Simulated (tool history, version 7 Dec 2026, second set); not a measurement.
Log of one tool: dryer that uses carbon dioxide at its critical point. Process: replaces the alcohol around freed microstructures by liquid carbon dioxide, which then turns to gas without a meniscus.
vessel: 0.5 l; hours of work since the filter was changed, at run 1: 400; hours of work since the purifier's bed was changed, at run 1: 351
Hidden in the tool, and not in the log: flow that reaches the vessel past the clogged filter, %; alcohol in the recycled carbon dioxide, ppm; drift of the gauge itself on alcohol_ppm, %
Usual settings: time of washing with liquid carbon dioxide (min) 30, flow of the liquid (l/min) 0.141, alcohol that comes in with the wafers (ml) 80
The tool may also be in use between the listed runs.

| run | hour | time of washing with liquid carbon dioxide (min) | flow of the liquid (l/min) | alcohol that comes in with the wafers (ml) | hours of work since the filter was changed | hours of work since the purifier's bed was changed | alcohol left in the vessel before it's heated (ppm by volume) |
|---|---|---|---|---|---|---|---|
| 1 | 0.0 | 30 | 0.141 | 80 | 400 | 351 | 189 |
| 2 | 10.8 | 30 | 0.141 | 38 | 405 | 356 | 125 |
| 3 | 21.0 | 30 | 0.141 | 38 | 409 | 360 | 134 |
| 4 | 45.6 | 30 | 0.229 | 38 | 420 | 371 | 79 |
| 5 | 67.8 | 30 | 0.225 | 80 | 429 | 381 | 84 |
| 6 | 91.3 | 30 | 0.225 | 80 | 439 | 391 | 89 |
| 7 | 115.8 | 21 | 0.141 | 80 | 450 | 402 | 1174 |
| 8 | 134.3 | 21 | 0.162 | 80 | 458 | 410 | 627 |
| 9 | 150.5 | 21 | 0.162 | 80 | 465 | 417 | 636 |
| 10 | 164.5 | 30 | 0.141 | 83 | 471 | 423 | 231 |
| 11 | 184.9 | 30 | 0.141 | 83 | 480 | 432 | 243 |
| 12 | 205.0 | 30 | 0.141 | 27 | 489 | 440 | 141 |
| 13 | 228.0 | 30 | 0.141 | 27 | 499 | 450 | 138 |
| 14 | 246.9 | 30 | 0.141 | 27 | 507 | 458 | 138 |
| 15 | 265.7 | 30 | 0.141 | 27 | 515 | 467 | 145 |
| 16 | 283.1 | 30 | 0.141 | 27 | 523 | 474 | 149 |
| 17 | 300.8 | 30 | 0.141 | 80 | 530 | 482 | 261 |
|  | 313.1 | inlet filter changed |
| 18 | 323.0 | 30 | 0.141 | 80 | 4 | 491 | 167 |
| 19 | 347.5 | 30 | 0.141 | 80 | 15 | 502 | 175 |
| 20 | 362.0 | 30 | 0.141 | 80 | 21 | 508 | 169 |
| 21 | 385.9 | 30 | 0.141 | 80 | 32 | 518 | 173 |
| 22 | 408.6 | 30 | 0.141 | 80 | 41 | 528 | 173 |
| 23 | 424.5 | 30 | 0.156 | 80 | 48 | 535 | 137 |
| 24 | 444.2 | 30 | 0.100 | 80 | 57 | 543 | 777 |
| 25 | 459.6 | 30 | 0.100 | 50 | 63 | 550 | 558 |
| 26 | 477.8 | 30 | 0.100 | 50 | 71 | 558 | 564 |
| 27 | 500.8 | 19 | 0.155 | 48 | 81 | 568 | 574 |
| 28 | 512.9 | 20 | 0.115 | 80 | 87 | 573 | 2573 |
| 29 | 525.2 | 20 | 0.097 | 48 | 92 | 579 | 3011 |
| 30 | 548.2 | 34 | 0.134 | 24 | 102 | 589 | 129 |
| 31 | 563.4 | 34 | 0.134 | 24 | 108 | 595 | 129 |
| 32 | 579.1 | 30 | 0.136 | 28 | 115 | 602 | 168 |
| 33 | 601.2 | 32 | 0.085 | 35 | 125 | 611 | 691 |
| 34 | 624.4 | 38 | 0.141 | 107 | 135 | 622 | 137 |
| 35 | 646.7 | 38 | 0.141 | 51 | 145 | 631 | 132 |
| 36 | 664.1 | 31 | 0.105 | 99 | 152 | 639 | 732 |
| 37 | 685.3 | 32 | 0.088 | 39 | 161 | 648 | 653 |
| 38 | 702.1 | 32 | 0.179 | 56 | 169 | 655 | 131 |
| 39 | 723.9 | 24 | 0.112 | 27 | 178 | 665 | 605 |
| 40 | 736.8 | 31 | 0.227 | 76 | 184 | 670 | 134 |
| 41 | 752.9 | 35 | 0.121 | 30 | 191 | 677 | 176 |
| 42 | 764.9 | 30 | 0.141 | 115 | 196 | 682 | 266 |
| 43 | 787.0 | 43 | 0.114 | 82 | 205 | 692 | 164 |
| 44 | 811.8 | 43 | 0.114 | 82 | 216 | 703 | 169 |
| 45 | 829.2 | 21 | 0.087 | 80 | 224 | 710 | 6944 |
| 46 | 850.3 | 46 | 0.118 | 28 | 233 | 719 | 149 |
| 47 | 870.5 | 40 | 0.155 | 61 | 242 | 728 | 149 |
| 48 | 892.9 | 40 | 0.155 | 61 | 251 | 738 | 155 |

Hidden state or all else? Some run-to-run changes of alcohol left in the vessel before it's heated (ppm by volume), split into what the settings, what came in and random variation would give without the hidden state, and what is left for the hidden state (with any gauge scatter that isn't in both results):
Run 6 -> 7: time of washing with liquid carbon dioxide (min) 30 -> 21, flow of the liquid (l/min) 0.225 -> 0.141. alcohol left in the vessel before it's heated (ppm by volume) +1085: hidden state +472, all else +613.
Run 29 -> 30: time of washing with liquid carbon dioxide (min) 20 -> 34, flow of the liquid (l/min) 0.097 -> 0.134, alcohol that comes in with the wafers (ml) 48 -> 24. alcohol left in the vessel before it's heated (ppm by volume) -2882: hidden state -245, all else -2637.
Run 44 -> 45: time of washing with liquid carbon dioxide (min) 43 -> 21, flow of the liquid (l/min) 0.114 -> 0.087, alcohol that comes in with the wafers (ml) 82 -> 80. alcohol left in the vessel before it's heated (ppm by volume) +6775: hidden state +1149, all else +5626.
Run 45 -> 46: time of washing with liquid carbon dioxide (min) 21 -> 46, flow of the liquid (l/min) 0.087 -> 0.118, alcohol that comes in with the wafers (ml) 80 -> 28. alcohol left in the vessel before it's heated (ppm by volume) -6795: hidden state -1154, all else -5641.
